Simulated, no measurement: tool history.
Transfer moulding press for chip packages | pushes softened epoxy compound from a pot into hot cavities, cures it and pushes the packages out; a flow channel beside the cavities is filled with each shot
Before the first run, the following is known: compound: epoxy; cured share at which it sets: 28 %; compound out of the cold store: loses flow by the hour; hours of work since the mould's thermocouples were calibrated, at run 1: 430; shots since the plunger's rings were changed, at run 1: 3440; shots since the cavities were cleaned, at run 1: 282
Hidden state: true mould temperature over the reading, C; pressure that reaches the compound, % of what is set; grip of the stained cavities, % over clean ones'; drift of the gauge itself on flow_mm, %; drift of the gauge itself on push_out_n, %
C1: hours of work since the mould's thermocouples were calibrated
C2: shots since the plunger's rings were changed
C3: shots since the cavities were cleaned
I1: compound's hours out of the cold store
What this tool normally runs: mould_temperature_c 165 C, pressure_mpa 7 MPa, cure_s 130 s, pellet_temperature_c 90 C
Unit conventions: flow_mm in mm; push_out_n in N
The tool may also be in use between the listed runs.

run 1 hour=0 | mould_temperature_c=165 pressure_mpa=7 cure_s=130 pellet_temperature_c=90 | C1=430 C2=3440 C3=282 | I1=33.5 | flow_mm=637 push_out_n=465
run 2 hour=12.8 | mould_temperature_c=165 pressure_mpa=7 cure_s=130 pellet_temperature_c=90 | C1=436 C2=3522 C3=364 | I1=27.4 | flow_mm=672 push_out_n=476
-- hour=25.6 cavities cleaned with cleaning compound and waxed
run 3 hour=38 | mould_temperature_c=165 pressure_mpa=7 cure_s=130 pellet_temperature_c=90 | C1=447 C2=3674 C3=79 | I1=18.3 | flow_mm=703 push_out_n=628
run 4 hour=61 | mould_temperature_c=165 pressure_mpa=7 cure_s=130 pellet_temperature_c=90 | C1=458 C2=3822 C3=227 | I1=23.5 | flow_mm=684 push_out_n=647
run 5 hour=75.6 | mould_temperature_c=165 pressure_mpa=7 cure_s=130 pellet_temperature_c=90 | C1=465 C2=3915 C3=320 | I1=10.9 | flow_mm=754 push_out_n=616
-- hour=95.3 cavities cleaned with cleaning compound and waxed, once more
run 6 hour=97 | mould_temperature_c=165 pressure_mpa=7 cure_s=168 pellet_temperature_c=90 | C1=474 C2=4043 C3=10 | I1=12.1 | flow_mm=746 push_out_n=277
run 7 hour=121.4 | mould_temperature_c=165 pressure_mpa=7 cure_s=168 pellet_temperature_c=90 | C1=486 C2=4200 C3=167 | I1=45.1 | flow_mm=587 push_out_n=378
run 8 hour=134.8 | mould_temperature_c=165 pressure_mpa=7 cure_s=168 pellet_temperature_c=87 | C1=492 C2=4286 C3=253 | I1=30.2 | flow_mm=641 push_out_n=422
run 9 hour=160.9 | mould_temperature_c=165 pressure_mpa=7 cure_s=154 pellet_temperature_c=90 | C1=505 C2=4453 C3=420 | I1=15.1 | flow_mm=724 push_out_n=453
-- hour=166.2 cavities cleaned with cleaning compound and waxed
run 10 hour=185.7 | mould_temperature_c=165 pressure_mpa=7 cure_s=154 pellet_temperature_c=90 | C1=516 C2=4603 C3=125 | I1=35.6 | flow_mm=625 push_out_n=357
run 11 hour=211.6 | mould_temperature_c=165 pressure_mpa=7 cure_s=154 pellet_temperature_c=90 | C1=528 C2=4769 C3=291 | I1=14 | flow_mm=732 push_out_n=406
-- hour=237.7 cavities cleaned with cleaning compound and waxed
run 12 hour=240.7 | mould_temperature_c=165 pressure_mpa=7 cure_s=154 pellet_temperature_c=90 | C1=541 C2=4946 C3=19 | I1=39.7 | flow_mm=601 push_out_n=276
run 13 hour=252.2 | mould_temperature_c=165 pressure_mpa=7 cure_s=154 pellet_temperature_c=90 | C1=546 C2=5020 C3=93 | I1=19.6 | flow_mm=684 push_out_n=323
run 14 hour=266.9 | mould_temperature_c=165 pressure_mpa=7 cure_s=154 pellet_temperature_c=91 | C1=553 C2=5114 C3=187 | I1=23.3 | flow_mm=683 push_out_n=374
run 15 hour=278.2 | mould_temperature_c=165 pressure_mpa=7 cure_s=154 pellet_temperature_c=91 | C1=558 C2=5187 C3=260 | I1=36.8 | flow_mm=619 push_out_n=395
run 16 hour=301.3 | mould_temperature_c=165 pressure_mpa=7 cure_s=130 pellet_temperature_c=91 | C1=569 C2=5335 C3=408 | I1=19.5 | flow_mm=705 push_out_n=502
-- hour=309.2 cavities cleaned with cleaning compound and waxed
run 17 hour=318.9 | mould_temperature_c=165 pressure_mpa=5.21 cure_s=130 pellet_temperature_c=87 | C1=577 C2=5438 C3=62 | I1=15.5 | flow_mm=613 push_out_n=352
run 18 hour=347 | mould_temperature_c=165 pressure_mpa=5.21 cure_s=130 pellet_temperature_c=87 | C1=590 C2=5618 C3=242 | I1=11.7 | flow_mm=632 push_out_n=458
run 19 hour=372.7 | mould_temperature_c=165 pressure_mpa=7.73 cure_s=130 pellet_temperature_c=90 | C1=602 C2=5783 C3=407 | I1=37.3 | flow_mm=638 push_out_n=478
-- hour=379.3 cavities cleaned with cleaning compound and waxed
run 20 hour=392.1 | mould_temperature_c=160 pressure_mpa=7.28 cure_s=156 pellet_temperature_c=80 | C1=611 C2=5898 C3=82 | I1=11.5 | flow_mm=763 push_out_n=340
-- hour=405.2 plunger's sealing rings changed
run 21 hour=410 | mould_temperature_c=160 pressure_mpa=7.28 cure_s=156 pellet_temperature_c=80 | C1=618 C2=31 C3=181 | I1=45.8 | flow_mm=631 push_out_n=396
run 22 hour=434.6 | mould_temperature_c=161 pressure_mpa=7.18 cure_s=139 pellet_temperature_c=85 | C1=630 C2=189 C3=339 | I1=20.7 | flow_mm=745 push_out_n=508
run 23 hour=447.9 | mould_temperature_c=161 pressure_mpa=7.18 cure_s=139 pellet_temperature_c=85 | C1=636 C2=274 C3=424 | I1=12.4 | flow_mm=803 push_out_n=555
-- hour=452 cavities cleaned with cleaning compound and waxed
run 24 hour=473.6 | mould_temperature_c=165 pressure_mpa=5.78 cure_s=156 pellet_temperature_c=85 | C1=647 C2=429 C3=138 | I1=46.8 | flow_mm=546 push_out_n=356
run 25 hour=496 | mould_temperature_c=165 pressure_mpa=5.78 cure_s=156 pellet_temperature_c=86 | C1=658 C2=573 C3=282 | I1=9.7 | flow_mm=717 push_out_n=429
run 26 hour=518.2 | mould_temperature_c=160 pressure_mpa=5.78 cure_s=156 pellet_temperature_c=86 | C1=668 C2=716 C3=425 | I1=18.6 | flow_mm=677 push_out_n=495
-- hour=521.9 cavities cleaned with cleaning compound and waxed
run 27 hour=546.6 | mould_temperature_c=165 pressure_mpa=5.56 cure_s=153 pellet_temperature_c=82 | C1=681 C2=888 C3=158 | I1=25.4 | flow_mm=631 push_out_n=359
run 28 hour=574 | mould_temperature_c=165 pressure_mpa=5.56 cure_s=153 pellet_temperature_c=93 | C1=694 C2=1064 C3=334 | I1=28.6 | flow_mm=610 push_out_n=426
-- hour=592.2 cavities cleaned with cleaning compound and waxed
run 29 hour=601.7 | mould_temperature_c=165 pressure_mpa=5.56 cure_s=153 pellet_temperature_c=93 | C1=706 C2=1232 C3=61 | I1=44.3 | flow_mm=536 push_out_n=312

3 ways to go on from here, each from the tool as it stands after run 29. What would each give?
-- hour=606.2 mould's thermocouples calibrated
run A hour=631.5 | mould_temperature_c=160 pressure_mpa=7 cure_s=131 pellet_temperature_c=90 | C1=12 C2=1410 C3=239 | I1=47.5 | flow_mm=? push_out_n=?
-- hour=606.2 mould's thermocouples calibrated
run B hour=631.5 | mould_temperature_c=165 pressure_mpa=7.35 cure_s=130 pellet_temperature_c=90 | C1=12 C2=1410 C3=239 | I1=18.3 | flow_mm=? push_out_n=?
-- hour=606.2 mould's thermocouples calibrated
run C hour=631.5 | mould_temperature_c=172 pressure_mpa=7 cure_s=130 pellet_temperature_c=90 | C1=12 C2=1410 C3=239 | I1=47.4 | flow_mm=? push_out_n=?

run=A flow_mm=600 push_out_n=501
run=B flow_mm=753 push_out_n=417
run=C flow_mm=581 push_out_n=383
Without the tool's hidden state the same runs would have given:
run=A flow_mm=613 push_out_n=337
run=B flow_mm=768 push_out_n=278
run=C flow_mm=593 push_out_n=257
